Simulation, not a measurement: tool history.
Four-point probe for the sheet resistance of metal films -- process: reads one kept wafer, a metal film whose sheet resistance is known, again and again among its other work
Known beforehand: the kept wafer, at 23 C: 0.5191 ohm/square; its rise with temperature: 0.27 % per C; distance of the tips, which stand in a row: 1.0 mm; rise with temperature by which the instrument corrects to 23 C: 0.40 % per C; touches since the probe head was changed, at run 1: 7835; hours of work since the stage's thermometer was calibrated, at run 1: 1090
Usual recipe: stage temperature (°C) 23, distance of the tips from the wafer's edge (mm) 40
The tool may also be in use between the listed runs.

run   hour  stage temperature (°C)  distance of the tips from the wafer's edge (mm)  touches since the probe head was changed  hours of work since the stage's thermometer was calibrated  sheet resistance as the instrument gives it (ohm/square)
  1      0                      23                                               40                                      7835                                                        1090                                                  0.519447
  2   11.7                      23                                               15                                      8098                                                        1097                                                  0.520273
  3   22.4                      25                                               40                                      8338                                                        1104                                                   0.51811
  4   36.8                      25                                               40                                      8663                                                        1113                                                  0.518083
  5   51.7                      23                                               23                                      8998                                                        1122                                                  0.519403
  6   58.9                      18                                               23                                      9160                                                        1126                                                  0.523013
  7   74.4                      23                                               15                                      9509                                                        1136                                                  0.520041
  8   82.6                      23                                               58                                      9695                                                        1141                                                  0.519096
  9   92.9                      23                                               40                                      9926                                                        1147                                                  0.519088
 10  101.3                      25                                               40                                     10116                                                        1153                                                  0.518138
 11  118.1                      25                                               40                                     10494                                                        1163                                                  0.517965
 12  133.4                      25                                               40                                     10838                                                        1173                                                  0.517899
 13  149.2                      25                                               40                                     11195                                                        1182                                                  0.518074
 14  159.8                      25                                               40                                     11433                                                        1189                                                  0.518065
 15  175.4                      23                                               23                                     11784                                                        1199                                                  0.519447
 16    183                      21                                               41                                     11955                                                        1203                                                  0.520489
 17  196.1                      21                                               35                                     12250                                                        1211                                                  0.520811
 18  209.6                      21                                               35                                     12554                                                        1220                                                  0.520633
 19  222.7                      33                                               35                                     12849                                                        1228                                                  0.513277
 20  236.9                      33                                               35                                     13169                                                        1237                                                  0.513013
 21  248.9                      33                                               35                                     13439                                                        1244                                                   0.51325

Predict each of these 4 candidate next runs independently; none follows another, all start after run 21:
  A  265.9                      33                                               62                                     13820                                                        1254                                                         ?
  B  265.9                      19                                               35                                     13820                                                        1254                                                         ?
  C  265.9                      33                                                6                                     13820                                                        1254                                                         ?
  D  265.9                      23                                                3                                     13820                                                        1254                                                         ?

run  sheet resistance as the instrument gives it (ohm/square)
  A                                                  0.513149
  B                                                  0.522026
  C                                                  0.520521
  D                                                   0.54844
Take away the tool's hidden state, keep each run's random variation, and the runs would have read:
run  sheet resistance as the instrument gives it (ohm/square)
  A                                                  0.513157
  B                                                  0.522034
  C                                                  0.520529
  D                                                  0.548448
